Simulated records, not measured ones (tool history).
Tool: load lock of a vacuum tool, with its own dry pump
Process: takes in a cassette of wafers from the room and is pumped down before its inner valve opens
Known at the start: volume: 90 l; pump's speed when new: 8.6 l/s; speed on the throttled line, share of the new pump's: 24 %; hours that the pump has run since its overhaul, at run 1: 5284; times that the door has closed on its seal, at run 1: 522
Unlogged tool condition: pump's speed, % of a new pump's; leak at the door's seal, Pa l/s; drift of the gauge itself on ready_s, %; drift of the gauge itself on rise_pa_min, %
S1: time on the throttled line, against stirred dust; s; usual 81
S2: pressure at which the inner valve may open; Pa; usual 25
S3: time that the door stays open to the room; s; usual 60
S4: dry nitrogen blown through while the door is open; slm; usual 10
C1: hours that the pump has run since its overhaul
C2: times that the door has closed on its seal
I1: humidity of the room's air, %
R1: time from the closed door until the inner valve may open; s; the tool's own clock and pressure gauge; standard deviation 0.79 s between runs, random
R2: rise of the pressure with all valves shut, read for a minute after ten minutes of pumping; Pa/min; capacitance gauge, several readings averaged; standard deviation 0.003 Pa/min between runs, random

Run 1, hour 0: usual settings; C1 5284; C2 522; I1 42.9. Result: R1 153.4 s, R2 0.018 Pa/min.
Run 2, hour 140.7: usual settings but S1 54 s; C1 5425; C2 755; I1 46. Result: R1 132.5 s, R2 0.015 Pa/min.
Run 3, hour 310.8: usual settings; C1 5595; C2 1036; I1 46.7. Result: R1 153.9 s, R2 0.021 Pa/min.
Run 4, hour 471: usual settings but S1 56 s; C1 5755; C2 1301; I1 42.9. Result: R1 135.7 s, R2 0.019 Pa/min.
Run 5, hour 613: usual settings; C1 5897; C2 1536; I1 43.5. Result: R1 153.9 s, R2 0.018 Pa/min.
Run 6, hour 766.4: usual settings; C1 6051; C2 1790; I1 47. Result: R1 154.5 s, R2 0.019 Pa/min.
Run 7, hour 871.7: usual settings; C1 6156; C2 1964; I1 46.9. Result: R1 154.2 s, R2 0.022 Pa/min.
Run 8, hour 1021.7: usual settings; C1 6306; C2 2212; I1 44.2. Result: R1 153.8 s, R2 0.016 Pa/min.
Run 9, hour 1181.7: usual settings but S1 144 s; C1 6466; C2 2477; I1 43.5. Result: R1 200.5 s, R2 0.02 Pa/min.
Run 10, hour 1376: usual settings but S1 144 s; C1 6660; C2 2798; I1 46.7. Result: R1 199.6 s, R2 0.026 Pa/min.
Run 11, hour 1496.9: usual settings but S2 27 Pa; C1 6781; C2 2998; I1 46. Result: R1 154.1 s, R2 0.022 Pa/min.
Run 12, hour 1646.5: usual settings but S2 24 Pa; C1 6931; C2 3246; I1 44.4. Result: R1 155.3 s, R2 0.026 Pa/min.
Run 13, hour 1759.7: usual settings but S2 24 Pa; C1 7044; C2 3433; I1 46.9. Result: R1 155.9 s, R2 0.021 Pa/min.
Run 14, hour 1910.7: usual settings but S2 20 Pa; C1 7195; C2 3683; I1 44.9. Result: R1 157.1 s, R2 0.021 Pa/min.
Run 15, hour 2102.9: usual settings but S3 57 s; C1 7387; C2 4000; I1 44.8. Result: R1 156.2 s, R2 0.022 Pa/min.
Run 16, hour 2193.4: usual settings; C1 7478; C2 4150; I1 46.8. Result: R1 156.4 s, R2 0.023 Pa/min.
Run 17, hour 2316.9: usual settings; C1 7601; C2 4354; I1 44.9. Result: R1 155.8 s, R2 0.02 Pa/min.
Run 18, hour 2509.3: usual settings; C1 7794; C2 4673; I1 45.2. Result: R1 155.2 s, R2 0.025 Pa/min.
Run 19, hour 2722.3: usual settings; C1 8007; C2 5025; I1 46.5. Result: R1 155.5 s, R2 0.028 Pa/min.
Run 20, hour 2903: usual settings but S2 22 Pa, S4 15 slm; C1 8187; C2 5324; I1 43.3. Result: R1 158.4 s, R2 0.022 Pa/min.
Run 21, hour 3121: usual settings but S2 22 Pa, S4 34 slm; C1 8405; C2 5685; I1 46.3. Result: R1 158.7 s, R2 0.022 Pa/min.
Run 22, hour 3318.8: usual settings but S1 97 s, S2 19 Pa, S4 6 slm; C1 8603; C2 6012; I1 47. Result: R1 172.1 s, R2 0.03 Pa/min.
Run 23, hour 3468.9: usual settings but S1 97 s, S2 19 Pa, S4 6 slm; C1 8753; C2 6260; I1 48.2. Result: R1 171.5 s, R2 0.032 Pa/min.
Run 24, hour 3624.1: usual settings but S4 5 slm; C1 8908; C2 6517; I1 46.4. Result: R1 157.3 s, R2 0.028 Pa/min.
Run 25, hour 3765.4: usual settings but S2 20 Pa; C1 9050; C2 6751; I1 43. Result: R1 160.7 s, R2 0.027 Pa/min.
Run 26, hour 3936: usual settings but S2 22 Pa; C1 9220; C2 7033; I1 43.6. Result: R1 159.4 s, R2 0.029 Pa/min.
Run 27, hour 4120.3: usual settings but S2 22 Pa; C1 9405; C2 7338; I1 46. Result: R1 159 s, R2 0.023 Pa/min.
Run 28, hour 4317.8: usual settings but S1 152 s, S2 35 Pa, S3 111 s, S4 11 slm; C1 9602; C2 7664; I1 49.6. Result: R1 205.8 s, R2 0.039 Pa/min.
Run 29, hour 4504.8: usual settings but S2 23 Pa, S3 34 s, S4 7 slm; C1 9789; C2 7974; I1 44.6. Result: R1 158.9 s, R2 0.02 Pa/min.
Run 30, hour 4649.7: usual settings but S2 23 Pa, S3 34 s, S4 7 slm; C1 9934; C2 8213; I1 48. Result: R1 159.1 s, R2 0.021 Pa/min.
Run 31, hour 4760: usual settings but S1 49 s, S2 40 Pa; C1 10044; C2 8396; I1 48.9. Result: R1 130 s, R2 0.024 Pa/min.
Run 32, hour 4901.8: usual settings but S2 35 Pa; C1 10186; C2 8630; I1 45.8. Result: R1 154.3 s, R2 0.028 Pa/min.
Run 33, hour 5112.2: usual settings but S2 35 Pa; C1 10396; C2 8978; I1 48.4. Result: R1 156 s, R2 0.034 Pa/min.
Run 34, hour 5260.4: usual settings but S1 66 s, S2 35 Pa; C1 10545; C2 9224; I1 45.3. Result: R1 144.6 s, R2 0.033 Pa/min.
Run 35, hour 5466: usual settings but S1 66 s, S2 35 Pa; C1 10750; C2 9564; I1 40.8. Result: R1 144.4 s, R2 0.031 Pa/min.

Each row is a separate what-if for the run after 35, all from the same tool condition, not one after another. Results?
Run A, hour 5563.6: usual settings but S1 94 s, S2 26 Pa, S3 223 s; C1 10848; C2 9725; I1 43.4. Result: R1 ?, R2 ?.
Run B, hour 5563.6: usual settings but S1 50 s, S2 34 Pa; C1 10848; C2 9725; I1 47.1. Result: R1 ?, R2 ?.
Run C, hour 5563.6: usual settings but S2 24 Pa, S4 13 slm; C1 10848; C2 9725; I1 43.6. Result: R1 ?, R2 ?.

run     R1     R2
  A  168.3  0.046
  B  133.1  0.032
  C  159.9  0.024
Had the tool no hidden state, the same runs would have come out as:
run     R1     R2
  A  158.4  0.037
  B    122  0.023
  C  149.3  0.014

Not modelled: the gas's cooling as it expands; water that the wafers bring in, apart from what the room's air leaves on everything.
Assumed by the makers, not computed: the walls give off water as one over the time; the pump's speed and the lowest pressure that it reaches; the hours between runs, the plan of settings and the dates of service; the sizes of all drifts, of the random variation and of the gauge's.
